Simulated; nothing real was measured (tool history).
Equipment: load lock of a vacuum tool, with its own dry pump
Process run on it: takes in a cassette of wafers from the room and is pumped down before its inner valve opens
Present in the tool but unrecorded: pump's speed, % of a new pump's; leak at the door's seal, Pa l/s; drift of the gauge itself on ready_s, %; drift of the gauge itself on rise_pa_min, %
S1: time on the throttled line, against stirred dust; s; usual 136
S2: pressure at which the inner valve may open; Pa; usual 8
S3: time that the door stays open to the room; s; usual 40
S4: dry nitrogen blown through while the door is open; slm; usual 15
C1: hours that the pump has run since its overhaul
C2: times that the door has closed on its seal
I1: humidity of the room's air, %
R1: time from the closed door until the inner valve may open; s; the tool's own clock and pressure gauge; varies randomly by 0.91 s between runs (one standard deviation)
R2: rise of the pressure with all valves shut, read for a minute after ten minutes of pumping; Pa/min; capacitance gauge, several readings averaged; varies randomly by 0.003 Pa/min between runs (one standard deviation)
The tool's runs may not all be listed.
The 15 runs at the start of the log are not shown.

run	hour	S1	S2	S3	S4	C1	C2	I1	R1	R2
16	2252.8	136	8	131	15	5375	8488	45.1	208.7	0.118
17	2364.2	136	8	131	15	5487	8664	45.7	206.8	0.121
18	2497.4	136	8	131	15	5620	8874	45.6	208.4	0.119
19	2723.8	136	8	212	15	5846	9232	46.1	207.9	0.143
20	2848.6	136	7	212	15	5971	9429	45.0	211.3	0.142
21	3077.0	136	7	29	15	6199	9790	42.7	210.1	0.096
22	3249.8	136	7	96	12	6372	10062	46.3	210.2	0.129
23	3360.6	100	14	40	38	6483	10237	42.2	172.8	0.096
24	3565.1	169	7	66	11	6688	10560	45.9	240.0	0.128
25	3742.3	169	7	66	11	6865	10840	44.6	239.0	0.135
26	3924.5	136	11	40	15	7047	11128	45.5	207.6	0.117
27	4119.1	136	11	40	15	7242	11435	45.9	207.0	0.125
28	4215.1	136	8	40	5	7338	11587	44.7	210.7	0.136
29	4386.4	136	8	26	15	7509	11857	43.1	211.1	0.122
30	4599.8	136	8	26	15	7722	12194	46.2	210.5	0.132
31	4742.0	96	14	40	15	7864	12419	46.8	171.0	0.142
32	4840.9	96	14	40	15	7963	12575	45.7	169.5	0.134
33	5052.2	96	14	40	15	8175	12909	45.1	170.1	0.140
34	5254.9	136	8	40	18	8377	13229	48.0	211.1	0.150
35	5476.5	136	8	72	8	8599	13579	46.0	212.7	0.177
36	5582.8	124	10	87	5	8705	13747	44.6	197.3	0.190

Alternative continuations, all from the tool just after run 36; predict every row:
A	5810.8	159	8	40	17	8933	14107	47.1	?	?
B	5810.8	136	8	191	33	8933	14107	43.4	?	?
C	5810.8	136	11	40	15	8933	14107	43.9	?	?
D	5810.8	113	10	87	5	8933	14107	44.0	?	?

run	R1	R2
A	230.0	0.159
B	210.5	0.171
C	208.4	0.148
D	188.1	0.188
Without the tool's hidden state the same runs would have given:
run	R1	R2
A	221.3	0.033
B	201.6	0.044
C	199.8	0.022
D	179.1	0.063
